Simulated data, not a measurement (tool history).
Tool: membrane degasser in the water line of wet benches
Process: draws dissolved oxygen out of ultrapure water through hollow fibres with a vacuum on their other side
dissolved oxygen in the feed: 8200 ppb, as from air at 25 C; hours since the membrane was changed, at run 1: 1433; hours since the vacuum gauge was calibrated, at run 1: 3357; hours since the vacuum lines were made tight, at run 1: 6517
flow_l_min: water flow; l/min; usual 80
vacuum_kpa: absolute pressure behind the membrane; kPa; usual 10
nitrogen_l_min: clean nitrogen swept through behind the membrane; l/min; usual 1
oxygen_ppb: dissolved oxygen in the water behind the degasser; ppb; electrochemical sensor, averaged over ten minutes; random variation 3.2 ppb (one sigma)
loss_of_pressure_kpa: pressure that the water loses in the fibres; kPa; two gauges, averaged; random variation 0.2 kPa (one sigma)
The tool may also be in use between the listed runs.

run,day,flow_l_min,vacuum_kpa,nitrogen_l_min,hours since the membrane was changed,hours since the vacuum gauge was calibrated,hours since the vacuum lines were made tight,oxygen_ppb,loss_of_pressure_kpa
1,0,80,10,1,1433,3357,6517,896.2,46.77
2,3.629,80,10,1,1520,3444,6604,896.6,47.1
3,6.154,80,10,1,1581,3505,6664,892.3,46.92
4,8.258,80,11.5,1,1631,3555,6715,1063.7,46.99
5,10.967,72,11.5,1,1696,3620,6780,993.4,42.35
6,13.288,72,11.5,1,1752,3676,6836,986.1,42.41
7,16.046,80,10,1,1818,3742,6902,896.7,47.04
8,19.538,80,10,1,1902,3826,6986,900,47.07
9,22.771,80,10,0.82,1980,3903,7063,1010.4,47.35
10,27.054,51,8.4,1.13,2082,4006,7166,465.8,29.95
11,29.712,67,8.4,1.13,2146,4070,7230,574.5,39.47
12,32.212,67,7.5,1.13,2206,4130,7290,483.9,39.34
13,34.2,67,7.5,1.13,2254,4178,7338,488.1,39.64
14,38.008,89,7.5,1.13,2345,4269,7429,618.1,52.89
15,40.888,60,15.1,0.46,2414,4338,7498,1875.3,35.84

The same runs without the tool's hidden state, with the same run-to-run variation:
The hidden state here: membrane still open, %; true pressure behind the membrane over the reading, kPa; air that leaks in behind the membrane, l/min; drift of the gauge itself on oxygen_ppb, %; drift of the gauge itself on loss_of_pressure_kpa, %.
run,oxygen_ppb,loss_of_pressure_kpa
1,869.5,46.19
2,869.1,46.48
3,864.3,46.28
4,1036.4,46.34
5,967.2,41.74
6,959.7,41.78
7,866.4,46.31
8,868.8,46.31
9,976,46.55
10,442.4,29.42
11,545.8,38.76
12,454.3,38.6
13,457.9,38.88
14,579.2,51.85
15,1846.4,35.11

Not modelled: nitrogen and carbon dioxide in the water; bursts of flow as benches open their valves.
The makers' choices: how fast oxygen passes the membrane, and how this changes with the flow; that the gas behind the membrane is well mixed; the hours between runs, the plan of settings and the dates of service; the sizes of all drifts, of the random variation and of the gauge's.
